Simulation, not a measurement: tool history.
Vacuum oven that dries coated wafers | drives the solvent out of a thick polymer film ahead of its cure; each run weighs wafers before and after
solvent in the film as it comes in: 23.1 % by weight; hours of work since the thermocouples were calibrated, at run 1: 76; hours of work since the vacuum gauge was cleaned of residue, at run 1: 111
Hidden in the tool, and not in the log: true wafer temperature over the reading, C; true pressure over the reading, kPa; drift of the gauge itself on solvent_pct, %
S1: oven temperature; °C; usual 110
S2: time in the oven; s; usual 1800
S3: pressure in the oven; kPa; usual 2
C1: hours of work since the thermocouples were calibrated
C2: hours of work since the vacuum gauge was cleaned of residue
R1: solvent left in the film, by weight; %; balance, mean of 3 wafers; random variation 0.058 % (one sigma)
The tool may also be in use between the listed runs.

run 1 hour=0 | S1=110 S2=1800 S3=2 | C1=76 C2=111 | R1=3.01
run 2 hour=8.9 | S1=110 S2=1800 S3=4.66 | C1=80 C2=115 | R1=4.3
run 3 hour=22.9 | S1=110 S2=1800 S3=4.66 | C1=86 C2=121 | R1=4.26
run 4 hour=32.1 | S1=110 S2=1800 S3=2.21 | C1=90 C2=125 | R1=3
run 5 hour=44.1 | S1=110 S2=1800 S3=2.21 | C1=96 C2=131 | R1=3.05
run 6 hour=54.5 | S1=110 S2=1800 S3=2.21 | C1=101 C2=136 | R1=3.14
run 7 hour=67.6 | S1=110 S2=1800 S3=2.21 | C1=107 C2=142 | R1=3.05
run 8 hour=83.2 | S1=110 S2=1800 S3=2.21 | C1=114 C2=149 | R1=3.14
run 9 hour=91.3 | S1=110 S2=1800 S3=2.21 | C1=117 C2=152 | R1=3.14
run 10 hour=99.4 | S1=110 S2=1800 S3=2.21 | C1=121 C2=156 | R1=3.12
run 11 hour=109.7 | S1=110 S2=1800 S3=2.21 | C1=126 C2=161 | R1=3.02
run 12 hour=116.2 | S1=110 S2=1800 S3=1.42 | C1=129 C2=164 | R1=2.83
run 13 hour=123.4 | S1=110 S2=1800 S3=2 | C1=132 C2=167 | R1=3
run 14 hour=137.3 | S1=110 S2=1800 S3=2 | C1=138 C2=173 | R1=2.95
run 15 hour=147.6 | S1=108 S2=1800 S3=2 | C1=143 C2=178 | R1=3.69
run 16 hour=155.5 | S1=99 S2=1440 S3=2.49 | C1=147 C2=182 | R1=9.24
run 17 hour=166.5 | S1=119 S2=1440 S3=2.49 | C1=152 C2=187 | R1=1.72
run 18 hour=176.9 | S1=121 S2=2640 S3=6.45 | C1=156 C2=191 | R1=2.64
run 19 hour=184.5 | S1=97 S2=1200 S3=1.48 | C1=160 C2=195 | R1=11.07
run 20 hour=199.5 | S1=107 S2=2940 S3=1.91 | C1=167 C2=202 | R1=2.09
run 21 hour=205.9 | S1=115 S2=2100 S3=2.7 | C1=170 C2=205 | R1=1.81
run 22 hour=217.3 | S1=98 S2=3060 S3=2.7 | C1=175 C2=210 | R1=5.46
run 23 hour=227.8 | S1=110 S2=1800 S3=6.42 | C1=180 C2=215 | R1=5.38
run 24 hour=239.1 | S1=110 S2=1800 S3=6.42 | C1=185 C2=220 | R1=5.47
run 25 hour=247.8 | S1=110 S2=1920 S3=2.05 | C1=189 C2=224 | R1=2.92
run 26 hour=258.3 | S1=121 S2=1440 S3=1.16 | C1=194 C2=229 | R1=0.86
run 27 hour=268.4 | S1=117 S2=1440 S3=1.16 | C1=198 C2=233 | R1=1.69
run 28 hour=281.1 | S1=102 S2=2580 S3=5.2 | C1=204 C2=239 | R1=6.43
run 29 hour=288.8 | S1=102 S2=2580 S3=5.2 | C1=207 C2=242 | R1=6.4

Forecast each of these 3 alternatives for the next run:
run A hour=299 | S1=109 S2=1800 S3=2 | C1=212 C2=247 | R1=?
run B hour=299 | S1=110 S2=2280 S3=5.2 | C1=212 C2=247 | R1=?
run C hour=299 | S1=110 S2=1800 S3=7.09 | C1=212 C2=247 | R1=?

run=A R1=3.29
run=B R1=4.03
run=C R1=5.87
Without the tool's hidden state the same runs would have given:
run=A R1=3.12
run=B R1=3.89
run=C R1=5.68
